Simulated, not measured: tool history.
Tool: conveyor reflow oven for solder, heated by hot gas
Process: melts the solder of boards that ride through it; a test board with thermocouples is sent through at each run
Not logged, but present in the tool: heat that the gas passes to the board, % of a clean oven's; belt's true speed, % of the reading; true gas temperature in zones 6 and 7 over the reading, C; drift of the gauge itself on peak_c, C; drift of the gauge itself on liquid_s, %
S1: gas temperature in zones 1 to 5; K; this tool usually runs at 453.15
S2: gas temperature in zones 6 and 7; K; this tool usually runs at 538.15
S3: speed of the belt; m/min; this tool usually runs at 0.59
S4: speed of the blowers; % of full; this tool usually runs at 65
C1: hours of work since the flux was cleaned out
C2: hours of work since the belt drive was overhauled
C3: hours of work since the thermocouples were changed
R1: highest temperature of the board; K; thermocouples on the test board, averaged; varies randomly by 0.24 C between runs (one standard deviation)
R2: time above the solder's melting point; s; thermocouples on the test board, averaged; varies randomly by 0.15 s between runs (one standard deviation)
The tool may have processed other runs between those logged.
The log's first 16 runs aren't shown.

{"day": 8.983, "done": "flux residue cleaned out of gas plates and filters"}
{"run": 17, "day": 9.462, "S1": 453.15, "S2": 552.15, "S3": 0.59, "S4": 66, "C1": 5, "C2": 579, "C3": 388, "R1": 538.65, "R2": 62.6}
{"run": 18, "day": 9.858, "S1": 440.15, "S2": 546.15, "S3": 0.572, "S4": 81, "C1": 9, "C2": 582, "C3": 392, "R1": 534.15, "R2": 58.9}
{"run": 19, "day": 10.458, "S1": 440.15, "S2": 535.15, "S3": 0.599, "S4": 78, "C1": 15, "C2": 588, "C3": 398, "R1": 522.85, "R2": 49.6}
{"run": 20, "day": 11.171, "S1": 457.15, "S2": 536.15, "S3": 0.574, "S4": 60, "C1": 22, "C2": 596, "C3": 405, "R1": 524.65, "R2": 58.7}
{"run": 21, "day": 11.808, "S1": 457.15, "S2": 536.15, "S3": 0.574, "S4": 60, "C1": 28, "C2": 602, "C3": 411, "R1": 524.65, "R2": 58.8}
{"run": 22, "day": 12.55, "S1": 462.15, "S2": 541.15, "S3": 0.574, "S4": 60, "C1": 36, "C2": 609, "C3": 419, "R1": 529.75, "R2": 63.7}
{"run": 23, "day": 12.962, "S1": 460.15, "S2": 538.15, "S3": 0.59, "S4": 65, "C1": 40, "C2": 613, "C3": 423, "R1": 526.95, "R2": 59.4}
{"run": 24, "day": 13.471, "S1": 460.15, "S2": 538.15, "S3": 0.59, "S4": 65, "C1": 45, "C2": 618, "C3": 428, "R1": 526.25, "R2": 59.7}
{"run": 25, "day": 14.033, "S1": 453.15, "S2": 533.15, "S3": 0.59, "S4": 65, "C1": 50, "C2": 624, "C3": 433, "R1": 521.45, "R2": 53.4}
{"run": 26, "day": 14.467, "S1": 453.15, "S2": 549.15, "S3": 0.59, "S4": 62, "C1": 55, "C2": 628, "C3": 438, "R1": 535.65, "R2": 61.2}
{"run": 27, "day": 15.167, "S1": 453.15, "S2": 549.15, "S3": 0.59, "S4": 62, "C1": 62, "C2": 635, "C3": 445, "R1": 535.35, "R2": 61}
{"run": 28, "day": 15.792, "S1": 453.15, "S2": 544.15, "S3": 0.59, "S4": 65, "C1": 68, "C2": 642, "C3": 451, "R1": 531.45, "R2": 59.2}
{"run": 29, "day": 16.204, "S1": 453.15, "S2": 534.15, "S3": 0.59, "S4": 83, "C1": 72, "C2": 646, "C3": 455, "R1": 524.55, "R2": 56}
{"run": 30, "day": 16.533, "S1": 453.15, "S2": 537.15, "S3": 0.59, "S4": 53, "C1": 75, "C2": 649, "C3": 458, "R1": 523.25, "R2": 53.8}
{"run": 31, "day": 16.975, "S1": 439.15, "S2": 532.15, "S3": 0.686, "S4": 65, "C1": 80, "C2": 653, "C3": 463, "R1": 513.75, "R2": 34.9}

Each row is a separate what-if for the run after 31, all from the same tool condition, not one after another. Results?
{"run": "A", "day": 17.667, "S1": 453.15, "S2": 547.15, "S3": 0.57, "S4": 85, "C1": 87, "C2": 660, "C3": 470, "R1": "?", "R2": "?"}
{"run": "B", "day": 17.667, "S1": 456.15, "S2": 532.15, "S3": 0.686, "S4": 63, "C1": 87, "C2": 660, "C3": 470, "R1": "?", "R2": "?"}
{"run": "C", "day": 17.667, "S1": 453.15, "S2": 538.15, "S3": 0.533, "S4": 66, "C1": 87, "C2": 660, "C3": 470, "R1": "?", "R2": "?"}
{"run": "D", "day": 17.667, "S1": 453.15, "S2": 538.15, "S3": 0.638, "S4": 65, "C1": 87, "C2": 660, "C3": 470, "R1": "?", "R2": "?"}

run=A R1=536.95 R2=64.5
run=B R1=516.55 R2=42.7
run=C R1=528.45 R2=64.6
run=D R1=523.95 R2=50.2
Without the tool's unlogged condition, the same runs would have read:
run=A R1=536.95 R2=64.5
run=B R1=516.55 R2=42.7
run=C R1=528.45 R2=64.6
run=D R1=523.95 R2=50.1
